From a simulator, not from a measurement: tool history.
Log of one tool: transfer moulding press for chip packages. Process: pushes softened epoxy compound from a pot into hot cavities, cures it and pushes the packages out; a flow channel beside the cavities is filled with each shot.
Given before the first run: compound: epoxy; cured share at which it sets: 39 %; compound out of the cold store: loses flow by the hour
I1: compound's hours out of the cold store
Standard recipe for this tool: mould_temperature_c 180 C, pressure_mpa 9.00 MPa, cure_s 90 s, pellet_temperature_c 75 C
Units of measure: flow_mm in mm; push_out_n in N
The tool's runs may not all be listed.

{"run": 1, "hour": 0.0, "mould_temperature_c": 180, "pressure_mpa": 9.0, "cure_s": 90, "pellet_temperature_c": 75, "I1": 37.5, "flow_mm": 515, "push_out_n": 726}
{"hour": 12.2, "done": "cavities cleaned with cleaning compound and waxed"}
{"run": 2, "hour": 13.1, "mould_temperature_c": 180, "pressure_mpa": 9.0, "cure_s": 90, "pellet_temperature_c": 75, "I1": 14.0, "flow_mm": 573, "push_out_n": 448}
{"run": 3, "hour": 25.3, "mould_temperature_c": 180, "pressure_mpa": 9.0, "cure_s": 90, "pellet_temperature_c": 75, "I1": 36.0, "flow_mm": 520, "push_out_n": 528}
{"run": 4, "hour": 41.1, "mould_temperature_c": 180, "pressure_mpa": 9.0, "cure_s": 90, "pellet_temperature_c": 75, "I1": 39.6, "flow_mm": 511, "push_out_n": 607}
{"run": 5, "hour": 57.0, "mould_temperature_c": 180, "pressure_mpa": 9.0, "cure_s": 90, "pellet_temperature_c": 75, "I1": 26.2, "flow_mm": 540, "push_out_n": 694}
{"run": 6, "hour": 75.2, "mould_temperature_c": 180, "pressure_mpa": 9.0, "cure_s": 90, "pellet_temperature_c": 75, "I1": 26.5, "flow_mm": 540, "push_out_n": 731}
{"hour": 86.6, "done": "cavities cleaned with cleaning compound and waxed"}
{"run": 7, "hour": 92.3, "mould_temperature_c": 180, "pressure_mpa": 9.0, "cure_s": 90, "pellet_temperature_c": 75, "I1": 17.1, "flow_mm": 561, "push_out_n": 497}
{"run": 8, "hour": 102.6, "mould_temperature_c": 180, "pressure_mpa": 8.03, "cure_s": 90, "pellet_temperature_c": 78, "I1": 24.3, "flow_mm": 510, "push_out_n": 554}
{"run": 9, "hour": 111.8, "mould_temperature_c": 178, "pressure_mpa": 8.03, "cure_s": 90, "pellet_temperature_c": 68, "I1": 12.4, "flow_mm": 544, "push_out_n": 640}
{"run": 10, "hour": 126.0, "mould_temperature_c": 178, "pressure_mpa": 8.03, "cure_s": 90, "pellet_temperature_c": 68, "I1": 31.7, "flow_mm": 496, "push_out_n": 672}
{"run": 11, "hour": 134.5, "mould_temperature_c": 178, "pressure_mpa": 8.03, "cure_s": 95, "pellet_temperature_c": 67, "I1": 14.8, "flow_mm": 536, "push_out_n": 706}
{"run": 12, "hour": 152.9, "mould_temperature_c": 178, "pressure_mpa": 8.03, "cure_s": 95, "pellet_temperature_c": 67, "I1": 10.2, "flow_mm": 546, "push_out_n": 749}
{"hour": 161.2, "done": "cavities cleaned with cleaning compound and waxed"}
{"run": 13, "hour": 166.5, "mould_temperature_c": 177, "pressure_mpa": 9.13, "cure_s": 90, "pellet_temperature_c": 75, "I1": 32.2, "flow_mm": 527, "push_out_n": 515}
{"run": 14, "hour": 182.6, "mould_temperature_c": 177, "pressure_mpa": 9.13, "cure_s": 90, "pellet_temperature_c": 79, "I1": 28.3, "flow_mm": 535, "push_out_n": 611}

Below are 4 alternative next runs, each starting from the tool's condition after run 14. Predict each:
{"run": "A", "hour": 195.9, "mould_temperature_c": 186, "pressure_mpa": 7.66, "cure_s": 90, "pellet_temperature_c": 75, "I1": 36.8, "flow_mm": "?", "push_out_n": "?"}
{"run": "B", "hour": 195.9, "mould_temperature_c": 180, "pressure_mpa": 9.0, "cure_s": 90, "pellet_temperature_c": 84, "I1": 39.4, "flow_mm": "?", "push_out_n": "?"}
{"run": "C", "hour": 195.9, "mould_temperature_c": 180, "pressure_mpa": 7.37, "cure_s": 96, "pellet_temperature_c": 66, "I1": 40.0, "flow_mm": "?", "push_out_n": "?"}
{"run": "D", "hour": 195.9, "mould_temperature_c": 180, "pressure_mpa": 9.0, "cure_s": 120, "pellet_temperature_c": 75, "I1": 24.0, "flow_mm": "?", "push_out_n": "?"}

run=A flow_mm=462 push_out_n=609
run=B flow_mm=504 push_out_n=641
run=C flow_mm=450 push_out_n=612
run=D flow_mm=540 push_out_n=596
Take away the tool's hidden state, keep each run's random variation, and the runs would have read:
run=A flow_mm=483 push_out_n=419
run=B flow_mm=527 push_out_n=442
run=C flow_mm=470 push_out_n=421
run=D flow_mm=564 push_out_n=408
